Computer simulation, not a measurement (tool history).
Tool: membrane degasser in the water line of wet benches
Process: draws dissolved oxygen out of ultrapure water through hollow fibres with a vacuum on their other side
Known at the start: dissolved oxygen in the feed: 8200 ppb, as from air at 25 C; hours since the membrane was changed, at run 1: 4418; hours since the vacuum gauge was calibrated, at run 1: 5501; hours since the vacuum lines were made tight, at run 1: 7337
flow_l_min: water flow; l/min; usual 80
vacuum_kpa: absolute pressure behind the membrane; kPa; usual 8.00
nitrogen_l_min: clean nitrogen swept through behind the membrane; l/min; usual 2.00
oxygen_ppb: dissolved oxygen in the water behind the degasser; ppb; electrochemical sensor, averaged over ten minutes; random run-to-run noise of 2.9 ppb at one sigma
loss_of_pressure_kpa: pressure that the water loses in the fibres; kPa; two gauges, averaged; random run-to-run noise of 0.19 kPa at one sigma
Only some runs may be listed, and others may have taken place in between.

| run | day | flow_l_min | vacuum_kpa | nitrogen_l_min | hours since the membrane was changed | hours since the vacuum gauge was calibrated | hours since the vacuum lines were made tight | oxygen_ppb | loss_of_pressure_kpa |
|---|---|---|---|---|---|---|---|---|---|
| 1 | 0.000 | 80 | 8.00 | 2.00 | 4418 | 5501 | 7337 | 422.3 | 40.20 |
|  | 4.246 | vacuum gauge calibrated |
| 2 | 4.988 | 69 | 8.00 | 2.00 | 4537 | 18 | 7456 | 372.1 | 34.68 |
| 3 | 7.792 | 69 | 8.00 | 2.00 | 4605 | 85 | 7523 | 362.7 | 34.83 |
|  | 9.304 | seals of the vacuum lines changed |
| 4 | 13.979 | 69 | 8.00 | 2.00 | 4751 | 232 | 112 | 368.4 | 34.94 |
| 5 | 19.488 | 69 | 8.00 | 2.00 | 4883 | 364 | 244 | 370.9 | 34.61 |
| 6 | 24.529 | 69 | 8.00 | 2.00 | 5004 | 485 | 365 | 373.9 | 34.87 |
| 7 | 30.558 | 80 | 8.00 | 2.00 | 5149 | 629 | 510 | 434.6 | 40.42 |
|  | 32.012 | vacuum gauge calibrated, once more |
| 8 | 35.438 | 80 | 8.00 | 2.00 | 5266 | 82 | 627 | 403.4 | 40.47 |
| 9 | 40.300 | 70 | 8.00 | 2.00 | 5382 | 199 | 743 | 350.9 | 35.61 |
| 10 | 47.088 | 70 | 8.00 | 1.38 | 5545 | 362 | 906 | 462.1 | 35.36 |
| 11 | 53.588 | 70 | 8.00 | 1.38 | 5701 | 518 | 1062 | 460.8 | 35.52 |
| 12 | 56.808 | 80 | 8.00 | 2.00 | 5779 | 595 | 1140 | 410.8 | 40.31 |
| 13 | 63.079 | 80 | 8.00 | 2.00 | 5929 | 746 | 1290 | 407.1 | 40.65 |
| 14 | 67.712 | 80 | 8.00 | 2.00 | 6040 | 857 | 1401 | 415.0 | 40.46 |
| 15 | 72.050 | 80 | 14.95 | 2.00 | 6144 | 961 | 1505 | 893.2 | 40.91 |
| 16 | 77.938 | 80 | 8.00 | 2.00 | 6286 | 1102 | 1647 | 408.4 | 40.45 |
| 17 | 84.617 | 80 | 18.75 | 2.00 | 6446 | 1262 | 1807 | 1134.9 | 40.71 |
| 18 | 90.317 | 57 | 11.56 | 2.00 | 6583 | 1399 | 1944 | 489.8 | 28.89 |
| 19 | 93.400 | 90 | 15.29 | 4.86 | 6657 | 1473 | 2018 | 534.0 | 45.52 |
| 20 | 99.912 | 63 | 14.41 | 4.86 | 6813 | 1630 | 2174 | 334.4 | 31.85 |
| 21 | 105.758 | 63 | 14.41 | 4.86 | 6953 | 1770 | 2314 | 347.0 | 31.85 |
| 22 | 111.342 | 50 | 15.75 | 4.80 | 7087 | 1904 | 2448 | 303.2 | 25.57 |
| 23 | 114.912 | 50 | 13.32 | 2.70 | 7173 | 1990 | 2534 | 405.0 | 25.46 |
| 24 | 118.938 | 72 | 11.50 | 1.91 | 7270 | 2086 | 2631 | 617.7 | 36.55 |
| 25 | 121.833 | 75 | 8.00 | 2.00 | 7339 | 2156 | 2700 | 386.5 | 38.18 |
| 26 | 125.350 | 53 | 8.00 | 1.78 | 7424 | 2240 | 2785 | 305.7 | 26.97 |
| 27 | 130.846 | 53 | 8.00 | 1.78 | 7555 | 2372 | 2916 | 302.4 | 27.27 |
| 28 | 135.908 | 80 | 9.05 | 2.00 | 7677 | 2494 | 3038 | 491.7 | 40.86 |
| 29 | 138.662 | 80 | 9.05 | 2.00 | 7743 | 2560 | 3104 | 492.3 | 40.98 |
| 30 | 141.879 | 80 | 7.74 | 5.11 | 7820 | 2637 | 3181 | 200.7 | 40.86 |
| 31 | 145.958 | 60 | 7.74 | 5.11 | 7918 | 2735 | 3279 | 135.0 | 30.74 |

Branching from run 31: 4 alternative next runs. What would each branch give?
| A | 149.258 | 60 | 12.59 | 5.11 | 7997 | 2814 | 3358 | ? | ? |
| B | 149.258 | 60 | 7.74 | 4.44 | 7997 | 2814 | 3358 | ? | ? |
| C | 149.258 | 80 | 8.08 | 2.00 | 7997 | 2814 | 3358 | ? | ? |
| D | 149.258 | 92 | 5.35 | 2.00 | 7997 | 2814 | 3358 | ? | ? |

| run | oxygen_ppb | loss_of_pressure_kpa |
|---|---|---|
| A | 265.9 | 30.81 |
| B | 151.4 | 30.57 |
| C | 419.8 | 41.00 |
| D | 261.9 | 46.46 |
What these runs would have given with no unlogged condition in the tool:
| run | oxygen_ppb | loss_of_pressure_kpa |
|---|---|---|
| A | 260.8 | 29.97 |
| B | 146.1 | 29.73 |
| C | 406.0 | 39.88 |
| D | 243.7 | 45.17 |
